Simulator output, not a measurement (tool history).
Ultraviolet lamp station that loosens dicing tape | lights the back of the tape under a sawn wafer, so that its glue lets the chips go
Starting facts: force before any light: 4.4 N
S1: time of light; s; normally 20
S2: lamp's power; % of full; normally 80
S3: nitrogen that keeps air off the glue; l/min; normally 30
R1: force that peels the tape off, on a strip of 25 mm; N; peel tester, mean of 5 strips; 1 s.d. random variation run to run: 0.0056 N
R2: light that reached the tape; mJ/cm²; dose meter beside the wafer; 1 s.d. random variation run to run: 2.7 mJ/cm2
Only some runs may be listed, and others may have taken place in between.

| run | hour | S1 | S2 | S3 | R1 | R2 |
|---|---|---|---|---|---|---|
| 1 | 0.0 | 20 | 80 | 30 | 0.133 | 351 |
| 2 | 38.2 | 20 | 80 | 30 | 0.129 | 351 |
| 3 | 64.1 | 20 | 80 | 30 | 0.124 | 351 |
| 4 | 89.9 | 20 | 80 | 30 | 0.132 | 349 |
|  | 110.6 | window cleaned of glue's vapour |
| 5 | 125.9 | 20 | 80 | 30 | 0.121 | 347 |
| 6 | 167.2 | 34 | 80 | 30 | 0.071 | 595 |
| 7 | 199.9 | 34 | 80 | 30 | 0.074 | 591 |
| 8 | 231.2 | 34 | 80 | 30 | 0.084 | 600 |
|  | 249.4 | lamp changed |
| 9 | 258.2 | 34 | 80 | 30 | 0.066 | 608 |
| 10 | 305.9 | 20 | 80 | 30 | 0.141 | 350 |
| 11 | 356.8 | 20 | 80 | 30 | 0.128 | 354 |
| 12 | 394.8 | 20 | 80 | 30 | 0.122 | 350 |
| 13 | 419.8 | 20 | 80 | 30 | 0.130 | 352 |
| 14 | 462.6 | 20 | 80 | 30 | 0.126 | 348 |
| 15 | 488.1 | 20 | 80 | 30 | 0.118 | 354 |
| 16 | 524.6 | 20 | 80 | 30 | 0.118 | 349 |
| 17 | 551.2 | 20 | 80 | 30 | 0.131 | 348 |
| 18 | 588.2 | 20 | 80 | 30 | 0.124 | 352 |
| 19 | 623.5 | 20 | 80 | 30 | 0.135 | 352 |
| 20 | 647.6 | 20 | 80 | 30 | 0.125 | 352 |
| 21 | 672.3 | 20 | 80 | 30 | 0.126 | 354 |
|  | 688.3 | window cleaned of glue's vapour |
| 22 | 703.0 | 20 | 80 | 11 | 0.326 | 351 |
| 23 | 753.5 | 22 | 80 | 11 | 0.268 | 384 |
| 24 | 806.3 | 22 | 80 | 11 | 0.266 | 387 |
| 25 | 858.6 | 21 | 65 | 42 | 0.137 | 297 |
| 26 | 886.8 | 21 | 80 | 27 | 0.129 | 369 |
| 27 | 928.5 | 20 | 67 | 10 | 0.502 | 296 |
| 28 | 978.4 | 10 | 82 | 23 | 0.665 | 180 |
| 29 | 1011.5 | 10 | 82 | 23 | 0.701 | 183 |
| 30 | 1066.2 | 10 | 70 | 23 | 0.870 | 151 |
| 31 | 1118.0 | 10 | 76 | 11 | 1.192 | 164 |
| 32 | 1161.0 | 11 | 76 | 15 | 0.867 | 185 |
| 33 | 1189.2 | 33 | 67 | 13 | 0.127 | 484 |
| 34 | 1240.2 | 33 | 67 | 13 | 0.132 | 482 |
|  | 1265.3 | window cleaned of glue's vapour |
| 35 | 1265.6 | 20 | 91 | 30 | 0.097 | 395 |
| 36 | 1288.4 | 20 | 91 | 30 | 0.104 | 394 |
|  | 1292.6 | lamp changed |
| 37 | 1314.7 | 20 | 80 | 15 | 0.237 | 354 |
| 38 | 1349.2 | 20 | 80 | 15 | 0.240 | 355 |
| 39 | 1387.2 | 20 | 80 | 15 | 0.245 | 356 |
| 40 | 1431.3 | 20 | 79 | 30 | 0.127 | 345 |
| 41 | 1472.3 | 27 | 80 | 30 | 0.084 | 473 |
| 42 | 1495.2 | 27 | 80 | 30 | 0.089 | 472 |
| 43 | 1519.5 | 15 | 80 | 11 | 0.579 | 260 |

Each row is a separate what-if for the run after 43, all from the same tool condition, not one after another. Results?
| A | 1559.5 | 27 | 80 | 30 | ? | ? |
| B | 1559.5 | 20 | 63 | 22 | ? | ? |
| C | 1559.5 | 37 | 62 | 33 | ? | ? |
| D | 1559.5 | 15 | 80 | 32 | ? | ? |

| run | R1 | R2 |
|---|---|---|
| A | 0.086 | 472 |
| B | 0.292 | 276 |
| C | 0.070 | 505 |
| D | 0.242 | 266 |
Stripped of hidden state, with their random variation kept, the same runs would have yielded:
| run | R1 | R2 |
|---|---|---|
| A | 0.086 | 473 |
| B | 0.291 | 277 |
| C | 0.070 | 506 |
| D | 0.241 | 267 |
